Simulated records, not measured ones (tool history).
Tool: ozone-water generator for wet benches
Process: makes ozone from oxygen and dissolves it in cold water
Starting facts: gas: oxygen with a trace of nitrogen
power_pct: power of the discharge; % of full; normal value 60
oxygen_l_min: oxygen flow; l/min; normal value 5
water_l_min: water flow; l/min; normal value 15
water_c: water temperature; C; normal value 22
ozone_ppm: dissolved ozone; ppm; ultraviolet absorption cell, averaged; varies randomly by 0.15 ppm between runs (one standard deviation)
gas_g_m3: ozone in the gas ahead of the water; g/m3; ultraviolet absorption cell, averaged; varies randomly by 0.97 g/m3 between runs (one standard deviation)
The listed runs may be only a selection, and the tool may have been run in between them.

{"run": 1, "hour": 0.0, "power_pct": 60, "oxygen_l_min": 5, "water_l_min": 15, "water_c": 22, "ozone_ppm": 16.7, "gas_g_m3": 162.5}
{"run": 2, "hour": 24.4, "power_pct": 60, "oxygen_l_min": 5, "water_l_min": 15, "water_c": 22, "ozone_ppm": 17.3, "gas_g_m3": 160.3}
{"run": 3, "hour": 52.9, "power_pct": 60, "oxygen_l_min": 5, "water_l_min": 15, "water_c": 22, "ozone_ppm": 17.3, "gas_g_m3": 161.8}
{"run": 4, "hour": 83.7, "power_pct": 60, "oxygen_l_min": 7.33, "water_l_min": 15, "water_c": 22, "ozone_ppm": 15.5, "gas_g_m3": 124.2}
{"run": 5, "hour": 109.9, "power_pct": 60, "oxygen_l_min": 7.33, "water_l_min": 15, "water_c": 22, "ozone_ppm": 15.2, "gas_g_m3": 125.7}
{"run": 6, "hour": 124.9, "power_pct": 60, "oxygen_l_min": 7.33, "water_l_min": 15, "water_c": 22, "ozone_ppm": 15.3, "gas_g_m3": 126.4}
{"run": 7, "hour": 141.3, "power_pct": 60, "oxygen_l_min": 7.33, "water_l_min": 15, "water_c": 22, "ozone_ppm": 15.1, "gas_g_m3": 124.9}
{"run": 8, "hour": 159.1, "power_pct": 60, "oxygen_l_min": 5, "water_l_min": 15, "water_c": 22, "ozone_ppm": 16.9, "gas_g_m3": 163.1}
{"run": 9, "hour": 178.4, "power_pct": 60, "oxygen_l_min": 5, "water_l_min": 15, "water_c": 22, "ozone_ppm": 16.9, "gas_g_m3": 163.1}
{"run": 10, "hour": 202.0, "power_pct": 60, "oxygen_l_min": 5, "water_l_min": 15, "water_c": 22, "ozone_ppm": 17, "gas_g_m3": 161.7}
{"run": 11, "hour": 215.8, "power_pct": 60, "oxygen_l_min": 5, "water_l_min": 15, "water_c": 22, "ozone_ppm": 17.1, "gas_g_m3": 159.8}
{"run": 12, "hour": 233.5, "power_pct": 60, "oxygen_l_min": 5, "water_l_min": 15, "water_c": 22, "ozone_ppm": 16.9, "gas_g_m3": 163}
{"run": 13, "hour": 251.0, "power_pct": 60, "oxygen_l_min": 5, "water_l_min": 15, "water_c": 22, "ozone_ppm": 17, "gas_g_m3": 163.7}
{"run": 14, "hour": 267.0, "power_pct": 60, "oxygen_l_min": 5, "water_l_min": 15, "water_c": 26, "ozone_ppm": 15.6, "gas_g_m3": 161.5}
{"run": 15, "hour": 300.8, "power_pct": 60, "oxygen_l_min": 5, "water_l_min": 15, "water_c": 22, "ozone_ppm": 17, "gas_g_m3": 161.4}
{"run": 16, "hour": 326.1, "power_pct": 60, "oxygen_l_min": 5, "water_l_min": 15, "water_c": 22, "ozone_ppm": 16.8, "gas_g_m3": 161.2}
{"run": 17, "hour": 342.6, "power_pct": 43, "oxygen_l_min": 6.81, "water_l_min": 12, "water_c": 22, "ozone_ppm": 14.9, "gas_g_m3": 108.5}
{"run": 18, "hour": 356.7, "power_pct": 63, "oxygen_l_min": 6.81, "water_l_min": 16, "water_c": 22, "ozone_ppm": 15.1, "gas_g_m3": 132.8}
{"run": 19, "hour": 374.8, "power_pct": 60, "oxygen_l_min": 5, "water_l_min": 15, "water_c": 22, "ozone_ppm": 16.8, "gas_g_m3": 159.3}
{"run": 20, "hour": 401.4, "power_pct": 60, "oxygen_l_min": 5, "water_l_min": 15, "water_c": 23, "ozone_ppm": 16.5, "gas_g_m3": 160.3}
{"run": 21, "hour": 424.9, "power_pct": 60, "oxygen_l_min": 5, "water_l_min": 15, "water_c": 23, "ozone_ppm": 16.7, "gas_g_m3": 161.4}
{"hour": 438.1, "done": "contactor cleaned"}
{"run": 22, "hour": 450.7, "power_pct": 60, "oxygen_l_min": 5, "water_l_min": 15, "water_c": 23, "ozone_ppm": 15.8, "gas_g_m3": 158.5}
{"run": 23, "hour": 481.6, "power_pct": 60, "oxygen_l_min": 4.12, "water_l_min": 15, "water_c": 26, "ozone_ppm": 15.7, "gas_g_m3": 182.5}
{"run": 24, "hour": 514.8, "power_pct": 60, "oxygen_l_min": 4.12, "water_l_min": 15, "water_c": 26, "ozone_ppm": 15.9, "gas_g_m3": 186.3}
{"run": 25, "hour": 533.2, "power_pct": 60, "oxygen_l_min": 5, "water_l_min": 17, "water_c": 22, "ozone_ppm": 14.6, "gas_g_m3": 159.7}
{"run": 26, "hour": 563.8, "power_pct": 60, "oxygen_l_min": 5, "water_l_min": 17, "water_c": 22, "ozone_ppm": 14.8, "gas_g_m3": 160}
{"run": 27, "hour": 580.9, "power_pct": 60, "oxygen_l_min": 5, "water_l_min": 17, "water_c": 22, "ozone_ppm": 14.6, "gas_g_m3": 161.6}
{"run": 28, "hour": 598.3, "power_pct": 60, "oxygen_l_min": 5, "water_l_min": 17, "water_c": 22, "ozone_ppm": 14.8, "gas_g_m3": 161.4}
{"run": 29, "hour": 622.6, "power_pct": 60, "oxygen_l_min": 4.98, "water_l_min": 15, "water_c": 18, "ozone_ppm": 17.1, "gas_g_m3": 159.9}
{"run": 30, "hour": 637.0, "power_pct": 60, "oxygen_l_min": 3.38, "water_l_min": 15, "water_c": 22, "ozone_ppm": 17.1, "gas_g_m3": 209.9}
{"hour": 646.3, "done": "contactor cleaned, once more"}
{"run": 31, "hour": 667.2, "power_pct": 60, "oxygen_l_min": 3.38, "water_l_min": 15, "water_c": 22, "ozone_ppm": 18.9, "gas_g_m3": 208.3}
{"run": 32, "hour": 694.0, "power_pct": 60, "oxygen_l_min": 3.38, "water_l_min": 10, "water_c": 17, "ozone_ppm": 27.8, "gas_g_m3": 209.5}

Forecast each of these 5 alternatives for the next run:
{"run": "A", "hour": 718.1, "power_pct": 50, "oxygen_l_min": 4.27, "water_l_min": 12, "water_c": 22, "ozone_ppm": "?", "gas_g_m3": "?"}
{"run": "B", "hour": 718.1, "power_pct": 98, "oxygen_l_min": 3.38, "water_l_min": 13, "water_c": 19, "ozone_ppm": "?", "gas_g_m3": "?"}
{"run": "C", "hour": 718.1, "power_pct": 60, "oxygen_l_min": 3.38, "water_l_min": 10, "water_c": 17, "ozone_ppm": "?", "gas_g_m3": "?"}
{"run": "D", "hour": 718.1, "power_pct": 61, "oxygen_l_min": 3.89, "water_l_min": 10, "water_c": 17, "ozone_ppm": "?", "gas_g_m3": "?"}
{"run": "E", "hour": 718.1, "power_pct": 60, "oxygen_l_min": 5, "water_l_min": 11, "water_c": 17, "ozone_ppm": "?", "gas_g_m3": "?"}

run=A ozone_ppm=19.1 gas_g_m3=160.4
run=B ozone_ppm=28.2 gas_g_m3=274.3
run=C ozone_ppm=27.8 gas_g_m3=210.4
run=D ozone_ppm=27.1 gas_g_m3=192.7
run=E ozone_ppm=23.6 gas_g_m3=158.1
With no hidden state in the tool, these same runs would have given:
run=A ozone_ppm=20 gas_g_m3=165.5
run=B ozone_ppm=30 gas_g_m3=287
run=C ozone_ppm=29.2 gas_g_m3=217.9
run=D ozone_ppm=28.5 gas_g_m3=199.7
run=E ozone_ppm=24.9 gas_g_m3=163.8
